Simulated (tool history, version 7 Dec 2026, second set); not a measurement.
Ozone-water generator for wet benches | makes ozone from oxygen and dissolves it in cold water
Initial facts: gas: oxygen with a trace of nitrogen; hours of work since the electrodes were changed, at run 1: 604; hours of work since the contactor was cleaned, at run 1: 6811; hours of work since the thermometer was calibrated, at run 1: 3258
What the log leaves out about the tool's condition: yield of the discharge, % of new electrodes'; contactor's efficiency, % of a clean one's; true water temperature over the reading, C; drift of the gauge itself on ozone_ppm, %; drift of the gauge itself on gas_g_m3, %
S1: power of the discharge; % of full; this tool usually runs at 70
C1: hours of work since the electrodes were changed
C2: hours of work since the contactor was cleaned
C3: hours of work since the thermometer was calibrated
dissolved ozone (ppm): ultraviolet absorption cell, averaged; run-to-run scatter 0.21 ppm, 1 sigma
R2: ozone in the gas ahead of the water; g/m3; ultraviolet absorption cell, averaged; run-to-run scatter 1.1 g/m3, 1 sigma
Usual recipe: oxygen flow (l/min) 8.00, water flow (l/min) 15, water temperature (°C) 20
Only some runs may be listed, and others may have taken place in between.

Run 1, hour 0.0: usual settings; C1 604; C2 6811; C3 3258. Result: dissolved ozone (ppm) 30.4, R2 186.2 g/m3.
Run 2, hour 27.0: usual settings; C1 627; C2 6835; C3 3282. Result: dissolved ozone (ppm) 30.0, R2 188.0 g/m3.
Run 3, hour 75.9: usual settings; C1 671; C2 6878; C3 3325. Result: dissolved ozone (ppm) 30.1, R2 187.4 g/m3.
Run 4, hour 122.0: usual settings; C1 712; C2 6919; C3 3366. Result: dissolved ozone (ppm) 29.9, R2 188.7 g/m3.
Run 5, hour 174.8: usual settings; C1 758; C2 6966; C3 3413. Result: dissolved ozone (ppm) 29.9, R2 188.7 g/m3.
Run 6, hour 201.8: usual settings but water temperature (°C) 26; C1 782; C2 6989; C3 3437. Result: dissolved ozone (ppm) 26.1, R2 184.7 g/m3.
Run 7, hour 243.4: usual settings; C1 819; C2 7026; C3 3473. Result: dissolved ozone (ppm) 30.2, R2 186.8 g/m3.
At hour 274.4: water thermometer calibrated.
Run 8, hour 279.2: usual settings; C1 850; C2 7057; C3 4. Result: dissolved ozone (ppm) 30.1, R2 186.7 g/m3.
At hour 302.7: contactor cleaned.
Run 9, hour 310.4: usual settings but water flow (l/min) 19; C1 874; C2 7; C3 28. Result: dissolved ozone (ppm) 26.9, R2 187.0 g/m3.
Run 10, hour 350.7: usual settings; C1 910; C2 42; C3 64. Result: dissolved ozone (ppm) 30.7, R2 185.2 g/m3.
Run 11, hour 386.6: usual settings; C1 942; C2 74; C3 96. Result: dissolved ozone (ppm) 30.8, R2 186.9 g/m3.
Run 12, hour 432.5: usual settings; C1 982; C2 115; C3 136. Result: dissolved ozone (ppm) 30.8, R2 185.2 g/m3.
Run 13, hour 469.6: usual settings but S1 84 % of full; C1 1015; C2 148; C3 169. Result: dissolved ozone (ppm) 34.5, R2 210.9 g/m3.
Run 14, hour 507.0: usual settings but oxygen flow (l/min) 5.32; C1 1048; C2 181; C3 202. Result: dissolved ozone (ppm) 33.9, R2 245.8 g/m3.
Run 15, hour 552.6: usual settings but oxygen flow (l/min) 5.32; C1 1089; C2 221; C3 243. Result: dissolved ozone (ppm) 34.1, R2 247.3 g/m3.
Run 16, hour 580.9: usual settings but oxygen flow (l/min) 5.32; C1 1114; C2 246; C3 268. Result: dissolved ozone (ppm) 34.2, R2 249.0 g/m3.
Run 17, hour 623.4: usual settings but S1 62 % of full, oxygen flow (l/min) 8.38, water flow (l/min) 17, water temperature (°C) 24; C1 1151; C2 284; C3 305. Result: dissolved ozone (ppm) 23.5, R2 167.8 g/m3.
Run 18, hour 648.5: usual settings but S1 49 % of full, oxygen flow (l/min) 4.35, water flow (l/min) 22; C1 1173; C2 306; C3 328. Result: dissolved ozone (ppm) 20.6, R2 224.3 g/m3.
Run 19, hour 685.2: usual settings but S1 68 % of full, oxygen flow (l/min) 4.10, water flow (l/min) 16, water temperature (°C) 21; C1 1206; C2 338; C3 360. Result: dissolved ozone (ppm) 33.8, R2 290.3 g/m3.
Run 20, hour 733.9: usual settings but S1 82 % of full, water temperature (°C) 24; C1 1249; C2 382; C3 403. Result: dissolved ozone (ppm) 31.1, R2 206.1 g/m3.
Run 21, hour 780.0: usual settings but S1 82 % of full, water flow (l/min) 12, water temperature (°C) 24; C1 1290; C2 422; C3 444. Result: dissolved ozone (ppm) 34.5, R2 206.0 g/m3.
Run 22, hour 805.9: usual settings but S1 82 % of full, water flow (l/min) 12, water temperature (°C) 24; C1 1313; C2 445; C3 467. Result: dissolved ozone (ppm) 34.7, R2 207.5 g/m3.
Run 23, hour 845.4: usual settings but S1 82 % of full, water flow (l/min) 12, water temperature (°C) 24; C1 1348; C2 480; C3 502. Result: dissolved ozone (ppm) 34.7, R2 205.3 g/m3.
Run 24, hour 878.5: usual settings but S1 84 % of full; C1 1377; C2 509; C3 531. Result: dissolved ozone (ppm) 34.0, R2 208.8 g/m3.
Run 25, hour 912.3: usual settings but S1 84 % of full; C1 1407; C2 539; C3 561. Result: dissolved ozone (ppm) 34.1, R2 208.7 g/m3.
Run 26, hour 954.0: usual settings but oxygen flow (l/min) 11.54, water flow (l/min) 20, water temperature (°C) 18; C1 1444; C2 576; C3 598. Result: dissolved ozone (ppm) 23.7, R2 142.3 g/m3.
Run 27, hour 994.7: usual settings but S1 68 % of full, oxygen flow (l/min) 5.34, water flow (l/min) 12, water temperature (°C) 15; C1 1480; C2 612; C3 634. Result: dissolved ozone (ppm) 42.2, R2 239.9 g/m3.
Run 28, hour 1024.5: usual settings but water flow (l/min) 19, water temperature (°C) 13; C1 1506; C2 639; C3 660. Result: dissolved ozone (ppm) 29.9, R2 184.3 g/m3.
Run 29, hour 1068.9: usual settings but S1 83 % of full, water flow (l/min) 12, water temperature (°C) 13; C1 1545; C2 678; C3 700. Result: dissolved ozone (ppm) 44.6, R2 206.0 g/m3.
Run 30, hour 1112.2: usual settings but S1 64 % of full, oxygen flow (l/min) 5.67, water flow (l/min) 20, water temperature (°C) 15; C1 1584; C2 716; C3 738. Result: dissolved ozone (ppm) 27.5, R2 221.4 g/m3.

4 options for the next run, each taken on its own from the tool as it stands now. Forecast them:
Run A, hour 1140.3: usual settings but S1 64 % of full, oxygen flow (l/min) 7.26, water flow (l/min) 17, water temperature (°C) 26; C1 1609; C2 741; C3 763. Result: dissolved ozone (ppm) ?, R2 ?.
Run B, hour 1140.3: usual settings but S1 46 % of full, water flow (l/min) 10; C1 1609; C2 741; C3 763. Result: dissolved ozone (ppm) ?, R2 ?.
Run C, hour 1140.3: usual settings but S1 64 % of full, oxygen flow (l/min) 9.45, water flow (l/min) 20, water temperature (°C) 15; C1 1609; C2 741; C3 763. Result: dissolved ozone (ppm) ?, R2 ?.
Run D, hour 1140.3: usual settings but S1 64 % of full, oxygen flow (l/min) 5.67, water flow (l/min) 10; C1 1609; C2 741; C3 763. Result: dissolved ozone (ppm) ?, R2 ?.

run  dissolved ozone (ppm)     R2
  A                   24.0  184.4
  B                   27.7  140.2
  C                   24.9  155.4
  D                   40.1  220.9
Take away the tool's hidden state, keep each run's random variation, and the runs would have read:
run  dissolved ozone (ppm)     R2
  A                   25.1  192.2
  B                   28.7  144.7
  C                   26.0  161.9
  D                   41.9  230.2

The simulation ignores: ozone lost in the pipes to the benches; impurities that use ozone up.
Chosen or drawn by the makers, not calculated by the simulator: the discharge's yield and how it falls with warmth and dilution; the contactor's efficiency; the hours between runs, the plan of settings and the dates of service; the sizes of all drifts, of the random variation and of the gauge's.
